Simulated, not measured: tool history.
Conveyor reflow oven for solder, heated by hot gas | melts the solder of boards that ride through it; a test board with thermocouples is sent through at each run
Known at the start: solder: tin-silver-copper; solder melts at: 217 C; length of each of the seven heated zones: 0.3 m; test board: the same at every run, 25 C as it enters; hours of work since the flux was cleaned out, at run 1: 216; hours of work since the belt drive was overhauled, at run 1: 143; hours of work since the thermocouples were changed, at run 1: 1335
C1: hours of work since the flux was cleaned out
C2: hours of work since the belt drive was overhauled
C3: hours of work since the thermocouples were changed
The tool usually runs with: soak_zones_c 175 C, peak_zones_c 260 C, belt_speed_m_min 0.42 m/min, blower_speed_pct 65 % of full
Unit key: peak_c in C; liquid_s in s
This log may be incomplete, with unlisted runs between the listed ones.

{"run": 1, "hour": 0.0, "soak_zones_c": 175, "peak_zones_c": 260, "belt_speed_m_min": 0.42, "blower_speed_pct": 65, "C1": 216, "C2": 143, "C3": 1335, "peak_c": 249.7, "liquid_s": 62.9}
{"run": 2, "hour": 42.4, "soak_zones_c": 175, "peak_zones_c": 260, "belt_speed_m_min": 0.42, "blower_speed_pct": 65, "C1": 247, "C2": 174, "C3": 1367, "peak_c": 249.7, "liquid_s": 62.9}
{"hour": 76.6, "done": "thermocouples of zones 6 and 7 changed"}
{"hour": 114.0, "done": "flux residue cleaned out of gas plates and filters"}
{"run": 3, "hour": 114.0, "soak_zones_c": 175, "peak_zones_c": 260, "belt_speed_m_min": 0.42, "blower_speed_pct": 65, "C1": 0, "C2": 221, "C3": 24, "peak_c": 246.8, "liquid_s": 60.3}
{"run": 4, "hour": 174.3, "soak_zones_c": 175, "peak_zones_c": 260, "belt_speed_m_min": 0.42, "blower_speed_pct": 83, "C1": 44, "C2": 266, "C3": 68, "peak_c": 249.3, "liquid_s": 64.5}
{"run": 5, "hour": 268.8, "soak_zones_c": 175, "peak_zones_c": 260, "belt_speed_m_min": 0.42, "blower_speed_pct": 83, "C1": 114, "C2": 335, "C3": 138, "peak_c": 249.3, "liquid_s": 64.5}
{"run": 6, "hour": 322.9, "soak_zones_c": 175, "peak_zones_c": 260, "belt_speed_m_min": 0.42, "blower_speed_pct": 83, "C1": 153, "C2": 375, "C3": 177, "peak_c": 249.2, "liquid_s": 64.3}
{"run": 7, "hour": 383.3, "soak_zones_c": 175, "peak_zones_c": 260, "belt_speed_m_min": 0.42, "blower_speed_pct": 65, "C1": 198, "C2": 419, "C3": 222, "peak_c": 246.7, "liquid_s": 60.9}
{"run": 8, "hour": 445.5, "soak_zones_c": 175, "peak_zones_c": 260, "belt_speed_m_min": 0.42, "blower_speed_pct": 65, "C1": 243, "C2": 465, "C3": 267, "peak_c": 246.5, "liquid_s": 61}
{"hour": 517.8, "done": "flux residue cleaned out of gas plates and filters"}
{"run": 9, "hour": 530.5, "soak_zones_c": 175, "peak_zones_c": 260, "belt_speed_m_min": 0.42, "blower_speed_pct": 65, "C1": 9, "C2": 524, "C3": 326, "peak_c": 247.9, "liquid_s": 62.4}
{"run": 10, "hour": 611.5, "soak_zones_c": 175, "peak_zones_c": 260, "belt_speed_m_min": 0.42, "blower_speed_pct": 65, "C1": 69, "C2": 583, "C3": 386, "peak_c": 247.6, "liquid_s": 62.8}
{"run": 11, "hour": 708.6, "soak_zones_c": 175, "peak_zones_c": 260, "belt_speed_m_min": 0.42, "blower_speed_pct": 65, "C1": 140, "C2": 654, "C3": 457, "peak_c": 247.8, "liquid_s": 62.6}
{"run": 12, "hour": 749.8, "soak_zones_c": 175, "peak_zones_c": 260, "belt_speed_m_min": 0.42, "blower_speed_pct": 57, "C1": 170, "C2": 685, "C3": 487, "peak_c": 246.2, "liquid_s": 60.9}
{"run": 13, "hour": 846.0, "soak_zones_c": 175, "peak_zones_c": 260, "belt_speed_m_min": 0.42, "blower_speed_pct": 65, "C1": 241, "C2": 755, "C3": 558, "peak_c": 247.7, "liquid_s": 62.5}
{"run": 14, "hour": 904.4, "soak_zones_c": 188, "peak_zones_c": 260, "belt_speed_m_min": 0.42, "blower_speed_pct": 65, "C1": 284, "C2": 798, "C3": 601, "peak_c": 250.2, "liquid_s": 71.1}
{"hour": 923.3, "done": "flux residue cleaned out of gas plates and filters"}
{"hour": 999.2, "done": "belt drive overhauled, speed set with a stopwatch"}
{"run": 15, "hour": 1008.4, "soak_zones_c": 188, "peak_zones_c": 260, "belt_speed_m_min": 0.42, "blower_speed_pct": 65, "C1": 60, "C2": 7, "C3": 670, "peak_c": 251, "liquid_s": 72}
{"run": 16, "hour": 1104.1, "soak_zones_c": 188, "peak_zones_c": 260, "belt_speed_m_min": 0.42, "blower_speed_pct": 65, "C1": 130, "C2": 77, "C3": 741, "peak_c": 250.8, "liquid_s": 72.3}
{"run": 17, "hour": 1146.8, "soak_zones_c": 161, "peak_zones_c": 248, "belt_speed_m_min": 0.386, "blower_speed_pct": 83, "C1": 161, "C2": 108, "C3": 772, "peak_c": 241.1, "liquid_s": 58.9}
{"run": 18, "hour": 1192.6, "soak_zones_c": 161, "peak_zones_c": 248, "belt_speed_m_min": 0.386, "blower_speed_pct": 83, "C1": 195, "C2": 142, "C3": 806, "peak_c": 241.1, "liquid_s": 59}
{"run": 19, "hour": 1280.8, "soak_zones_c": 161, "peak_zones_c": 248, "belt_speed_m_min": 0.386, "blower_speed_pct": 83, "C1": 260, "C2": 207, "C3": 871, "peak_c": 241.2, "liquid_s": 58.6}
{"run": 20, "hour": 1323.4, "soak_zones_c": 161, "peak_zones_c": 266, "belt_speed_m_min": 0.439, "blower_speed_pct": 83, "C1": 291, "C2": 238, "C3": 902, "peak_c": 254.1, "liquid_s": 61.2}
{"hour": 1335.6, "done": "flux residue cleaned out of gas plates and filters"}
{"run": 21, "hour": 1400.3, "soak_zones_c": 177, "peak_zones_c": 265, "belt_speed_m_min": 0.347, "blower_speed_pct": 66, "C1": 47, "C2": 291, "C3": 955, "peak_c": 260.1, "liquid_s": 90.8}
{"run": 22, "hour": 1451.6, "soak_zones_c": 183, "peak_zones_c": 253, "belt_speed_m_min": 0.413, "blower_speed_pct": 65, "C1": 85, "C2": 329, "C3": 992, "peak_c": 245.7, "liquid_s": 67.1}
{"run": 23, "hour": 1546.7, "soak_zones_c": 190, "peak_zones_c": 260, "belt_speed_m_min": 0.457, "blower_speed_pct": 63, "C1": 155, "C2": 398, "C3": 1062, "peak_c": 249.9, "liquid_s": 66.8}
{"hour": 1573.8, "done": "belt drive overhauled, speed set with a stopwatch, once more"}
{"run": 24, "hour": 1621.2, "soak_zones_c": 190, "peak_zones_c": 260, "belt_speed_m_min": 0.457, "blower_speed_pct": 63, "C1": 207, "C2": 35, "C3": 1114, "peak_c": 249.1, "liquid_s": 63.1}
{"run": 25, "hour": 1675.2, "soak_zones_c": 164, "peak_zones_c": 260, "belt_speed_m_min": 0.395, "blower_speed_pct": 55, "C1": 247, "C2": 74, "C3": 1154, "peak_c": 247.5, "liquid_s": 59.9}
{"hour": 1747.3, "done": "flux residue cleaned out of gas plates and filters"}
{"run": 26, "hour": 1763.4, "soak_zones_c": 164, "peak_zones_c": 248, "belt_speed_m_min": 0.395, "blower_speed_pct": 55, "C1": 12, "C2": 136, "C3": 1215, "peak_c": 237.6, "liquid_s": 49.3}
{"run": 27, "hour": 1836.0, "soak_zones_c": 164, "peak_zones_c": 248, "belt_speed_m_min": 0.395, "blower_speed_pct": 55, "C1": 65, "C2": 189, "C3": 1268, "peak_c": 237.7, "liquid_s": 49.5}
{"run": 28, "hour": 1891.2, "soak_zones_c": 171, "peak_zones_c": 263, "belt_speed_m_min": 0.465, "blower_speed_pct": 55, "C1": 106, "C2": 229, "C3": 1309, "peak_c": 246.6, "liquid_s": 50.9}
{"run": 29, "hour": 1959.3, "soak_zones_c": 171, "peak_zones_c": 263, "belt_speed_m_min": 0.465, "blower_speed_pct": 55, "C1": 156, "C2": 279, "C3": 1359, "peak_c": 246.4, "liquid_s": 51.1}

Alternative continuations, all from the tool just after run 29; predict every row:
{"hour": 2005.5, "done": "thermocouples of zones 6 and 7 changed"}
{"run": "A", "hour": 2028.8, "soak_zones_c": 172, "peak_zones_c": 263, "belt_speed_m_min": 0.437, "blower_speed_pct": 85, "C1": 205, "C2": 329, "C3": 17, "peak_c": "?", "liquid_s": "?"}
{"hour": 2005.5, "done": "thermocouples of zones 6 and 7 changed"}
{"run": "B", "hour": 2028.8, "soak_zones_c": 175, "peak_zones_c": 256, "belt_speed_m_min": 0.42, "blower_speed_pct": 65, "C1": 205, "C2": 329, "C3": 17, "peak_c": "?", "liquid_s": "?"}
{"hour": 2005.5, "done": "thermocouples of zones 6 and 7 changed"}
{"run": "C", "hour": 2028.8, "soak_zones_c": 162, "peak_zones_c": 263, "belt_speed_m_min": 0.465, "blower_speed_pct": 58, "C1": 205, "C2": 329, "C3": 17, "peak_c": "?", "liquid_s": "?"}
{"hour": 2005.5, "done": "thermocouples of zones 6 and 7 changed"}
{"run": "D", "hour": 2028.8, "soak_zones_c": 171, "peak_zones_c": 273, "belt_speed_m_min": 0.465, "blower_speed_pct": 65, "C1": 205, "C2": 329, "C3": 17, "peak_c": "?", "liquid_s": "?"}
{"hour": 2005.5, "done": "thermocouples of zones 6 and 7 changed"}
{"run": "E", "hour": 2028.8, "soak_zones_c": 171, "peak_zones_c": 261, "belt_speed_m_min": 0.465, "blower_speed_pct": 55, "C1": 205, "C2": 329, "C3": 17, "peak_c": "?", "liquid_s": "?"}

run=A peak_c=250.5 liquid_s=61.5
run=B peak_c=243 liquid_s=57.5
run=C peak_c=241.1 liquid_s=44.2
run=D peak_c=253.7 liquid_s=57.6
run=E peak_c=241.2 liquid_s=45.8
What these runs would have given with no unlogged condition in the tool:
run=A peak_c=251.1 liquid_s=61.5
run=B peak_c=243.4 liquid_s=57.6
run=C peak_c=241.6 liquid_s=44.5
run=D peak_c=254.3 liquid_s=57.6
run=E peak_c=241.7 liquid_s=46
